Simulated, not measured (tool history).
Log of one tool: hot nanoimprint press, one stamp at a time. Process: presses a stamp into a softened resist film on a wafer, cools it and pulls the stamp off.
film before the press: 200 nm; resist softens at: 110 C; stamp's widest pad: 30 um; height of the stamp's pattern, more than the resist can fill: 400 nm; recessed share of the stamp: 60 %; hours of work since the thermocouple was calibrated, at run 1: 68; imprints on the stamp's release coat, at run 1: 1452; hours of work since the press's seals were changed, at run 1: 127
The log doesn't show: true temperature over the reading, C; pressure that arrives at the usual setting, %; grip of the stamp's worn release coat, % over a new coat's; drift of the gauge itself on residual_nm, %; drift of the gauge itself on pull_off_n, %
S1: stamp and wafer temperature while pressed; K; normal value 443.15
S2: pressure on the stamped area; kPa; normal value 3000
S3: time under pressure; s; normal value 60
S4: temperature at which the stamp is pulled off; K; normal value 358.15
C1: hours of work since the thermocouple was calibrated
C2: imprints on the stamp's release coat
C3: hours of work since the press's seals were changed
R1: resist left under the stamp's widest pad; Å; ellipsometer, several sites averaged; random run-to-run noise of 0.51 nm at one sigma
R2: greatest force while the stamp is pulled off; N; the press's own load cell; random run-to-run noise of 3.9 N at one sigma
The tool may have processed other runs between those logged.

run   hour      S1    S2  S3      S4   C1    C2   C3    R1   R2
  1      0  443.15  3000  60  358.15   68  1452  127  1194  195
  2   13.8  443.15  3000  60  358.15   78  1490  138  1189  186
  3   35.2  443.15  4460  60  358.15   95  1548  154  1025  192
      45.1  -- stamp cleaned and given a new release coat
  4     67  443.15  4460  60  358.15  114    60  174  1029  189
  5   95.3  443.15  3000  60  358.15  136   138  196  1185  187
  6  122.8  443.15  3000  60  358.15  157   213  217  1187  184
  7  140.5  443.15  3000  60  358.15  170   262  230  1183  190
  8  168.2  439.15  3000  60  358.15  192   338  251  1436  189
  9  195.3  439.15  3000  55  358.15  212   412  272  1477  186
 10  220.3  439.15  4240  53  355.15  231   481  291  1351  199
 11  243.8  443.15  3770  60  358.15  249   545  309  1098  192
 12    257  436.15  3740  42  348.15  259   582  319  1647  216

How the hidden state differs across the entries between the runs, from the last listed run before each to the first after it:
Runs 3 to 4: stamp cleaned and given a new release coat (hour 45.1)
  true temperature over the reading, C: 0 -> 0.01; pressure that arrives at the usual setting, %: 99.92 -> 99.91; grip of the stamp's worn release coat, % over a new coat's: 1.6 -> 0.1
